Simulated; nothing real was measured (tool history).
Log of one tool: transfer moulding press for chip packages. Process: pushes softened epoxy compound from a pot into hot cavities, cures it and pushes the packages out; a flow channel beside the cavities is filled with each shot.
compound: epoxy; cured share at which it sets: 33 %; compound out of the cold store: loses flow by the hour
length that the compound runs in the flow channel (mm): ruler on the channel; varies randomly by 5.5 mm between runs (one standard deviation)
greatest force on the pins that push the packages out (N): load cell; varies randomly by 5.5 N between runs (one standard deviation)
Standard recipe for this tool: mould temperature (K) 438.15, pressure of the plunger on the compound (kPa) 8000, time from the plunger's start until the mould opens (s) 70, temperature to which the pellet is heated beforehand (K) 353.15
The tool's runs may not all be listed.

run	hour	mould temperature (K)	pressure of the plunger on the compound (kPa)	time from the plunger's start until the mould opens (s)	temperature to which the pellet is heated beforehand (K)	incoming compound's hours out of the cold store	length that the compound runs in the flow channel (mm)	greatest force on the pins that push the packages out (N)
1	0	438.15	8000	70	353.15	45.1	741	195
2	11	438.15	8000	70	353.15	12.5	916	257
3	19.8	438.15	8000	70	353.15	27.6	822	252
4	39	438.15	8000	70	352.15	30	794	295
5	51.6	438.15	8000	70	353.15	42.7	733	291
6	67.6	438.15	8000	70	353.15	32.8	794	314
# hour 87.7: cavities cleaned with cleaning compound and waxed
7	88	438.15	8000	70	353.15	19.5	850	201
8	97.7	438.15	8000	70	353.15	19.7	856	242
9	113	438.15	8000	70	353.15	12	892	284
10	128.9	438.15	8000	70	353.15	16	877	308
11	147.4	438.15	8000	70	353.15	30.2	791	301
12	160.3	438.15	8000	70	353.15	16.1	862	342
13	169.3	438.15	8000	70	353.15	13.3	879	339
# hour 176.8: cavities cleaned with cleaning compound and waxed
14	189.1	438.15	8000	70	353.15	21.6	843	241
15	197.4	438.15	8000	70	353.15	21.8	824	260
16	214.9	438.15	8000	70	353.15	31.9	768	282
17	230.6	438.15	9690	70	353.15	10	986	333
18	241.8	438.15	9690	70	353.15	37.3	826	298
19	258.9	444.15	9690	70	353.15	16.8	911	282
# hour 265.4: cavities cleaned with cleaning compound and waxed
20	276.9	442.15	6120	105	350.15	43	609	185
21	290.1	443.15	8000	56	362.15	38.3	718	275
22	303.2	438.15	8000	89	353.15	26.4	792	253
23	314.6	445.15	8110	54	357.15	34.6	725	327
24	322.7	445.15	8110	54	357.15	42.6	691	310
25	341.5	445.15	6230	54	360.15	35.1	628	337
# hour 354.2: cavities cleaned with cleaning compound and waxed
26	355.9	433.15	8390	69	344.15	9.9	929	348
27	372.2	433.15	8390	69	344.15	35.5	767	388
28	382.4	433.15	8390	69	344.15	29	794	426
29	390.5	443.15	8390	69	345.15	47.8	682	262

3 options for the next run, each taken on its own from the tool as it stands now. Forecast them:
A	408.8	443.15	9520	70	353.15	38.5	?	?
B	408.8	432.15	9980	80	353.15	36.2	?	?
C	408.8	438.15	6720	69	350.15	25.5	?	?

run	length that the compound runs in the flow channel (mm)	greatest force on the pins that push the packages out (N)
A	761	268
B	832	365
C	723	335
Without the tool's unlogged condition, the same runs would have read:
run	length that the compound runs in the flow channel (mm)	greatest force on the pins that push the packages out (N)
A	824	169
B	901	225
C	782	208

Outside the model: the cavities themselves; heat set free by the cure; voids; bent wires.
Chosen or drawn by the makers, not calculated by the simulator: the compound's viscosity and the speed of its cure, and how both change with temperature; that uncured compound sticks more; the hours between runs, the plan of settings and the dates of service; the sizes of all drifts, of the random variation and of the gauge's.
